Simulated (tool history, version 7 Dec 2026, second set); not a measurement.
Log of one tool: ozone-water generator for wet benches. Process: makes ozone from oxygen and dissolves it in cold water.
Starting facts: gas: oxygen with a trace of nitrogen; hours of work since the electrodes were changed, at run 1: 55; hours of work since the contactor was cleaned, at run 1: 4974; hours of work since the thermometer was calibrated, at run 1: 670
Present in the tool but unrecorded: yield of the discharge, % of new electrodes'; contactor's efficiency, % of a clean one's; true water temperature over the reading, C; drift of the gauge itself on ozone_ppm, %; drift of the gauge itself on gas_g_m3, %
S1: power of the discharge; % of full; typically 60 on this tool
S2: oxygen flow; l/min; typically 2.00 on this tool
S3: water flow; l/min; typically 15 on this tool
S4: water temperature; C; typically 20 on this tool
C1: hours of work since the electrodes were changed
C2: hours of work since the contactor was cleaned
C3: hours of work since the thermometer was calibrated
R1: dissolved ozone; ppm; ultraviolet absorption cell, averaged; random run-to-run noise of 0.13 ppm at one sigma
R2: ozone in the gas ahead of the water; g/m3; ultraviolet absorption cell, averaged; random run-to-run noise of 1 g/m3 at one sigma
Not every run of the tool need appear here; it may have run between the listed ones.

| run | hour | S1 | S2 | S3 | S4 | C1 | C2 | C3 | R1 | R2 |
|---|---|---|---|---|---|---|---|---|---|---|
| 1 | 0.0 | 60 | 2.00 | 15 | 20 | 55 | 4974 | 670 | 12.7 | 181.1 |
| 2 | 50.9 | 60 | 2.00 | 15 | 20 | 94 | 5013 | 709 | 12.7 | 182.5 |
| 3 | 122.7 | 60 | 2.00 | 14 | 20 | 150 | 5068 | 764 | 13.7 | 178.3 |
| 4 | 169.1 | 60 | 2.00 | 15 | 20 | 185 | 5104 | 800 | 12.6 | 178.8 |
| 5 | 219.7 | 60 | 2.00 | 15 | 20 | 224 | 5143 | 839 | 12.8 | 178.4 |
| 6 | 273.9 | 60 | 2.00 | 15 | 20 | 266 | 5185 | 881 | 12.9 | 181.0 |
| 7 | 333.3 | 60 | 2.00 | 15 | 20 | 312 | 5231 | 927 | 12.5 | 179.8 |
| 8 | 386.6 | 60 | 2.00 | 15 | 20 | 353 | 5272 | 968 | 12.6 | 180.0 |
| 9 | 450.9 | 60 | 2.00 | 15 | 20 | 402 | 5321 | 1017 | 12.7 | 180.0 |
| 10 | 514.6 | 60 | 2.00 | 10 | 20 | 452 | 5370 | 1066 | 18.5 | 179.0 |
| 11 | 554.2 | 60 | 2.00 | 10 | 20 | 482 | 5401 | 1097 | 18.3 | 179.5 |
| 12 | 591.5 | 60 | 2.00 | 10 | 13 | 511 | 5430 | 1126 | 20.0 | 180.1 |
| 13 | 666.2 | 60 | 2.00 | 11 | 12 | 568 | 5487 | 1183 | 18.4 | 178.2 |
| 14 | 715.5 | 60 | 3.19 | 11 | 14 | 606 | 5525 | 1221 | 17.4 | 127.7 |
| 15 | 783.8 | 54 | 2.37 | 10 | 20 | 659 | 5578 | 1274 | 16.5 | 144.1 |
| 16 | 859.6 | 51 | 1.08 | 13 | 20 | 717 | 5636 | 1332 | 12.3 | 238.4 |
| 17 | 909.0 | 41 | 2.00 | 15 | 14 | 755 | 5674 | 1370 | 9.7 | 131.1 |
| 18 | 974.6 | 41 | 2.00 | 15 | 14 | 806 | 5725 | 1421 | 9.8 | 131.5 |

Run 19 has not been measured yet. What should we expect?
| 19 | 1020.3 | 41 | 2.00 | 15 | 14 | 841 | 5760 | 1456 | ? | ? |

For run 19 the tool returned R1 9.5 ppm, R2 130.0 g/m3.
With the hidden condition absent and the run-to-run variation left alone, this run would have shown R1 10.0 ppm, R2 131.1 g/m3.
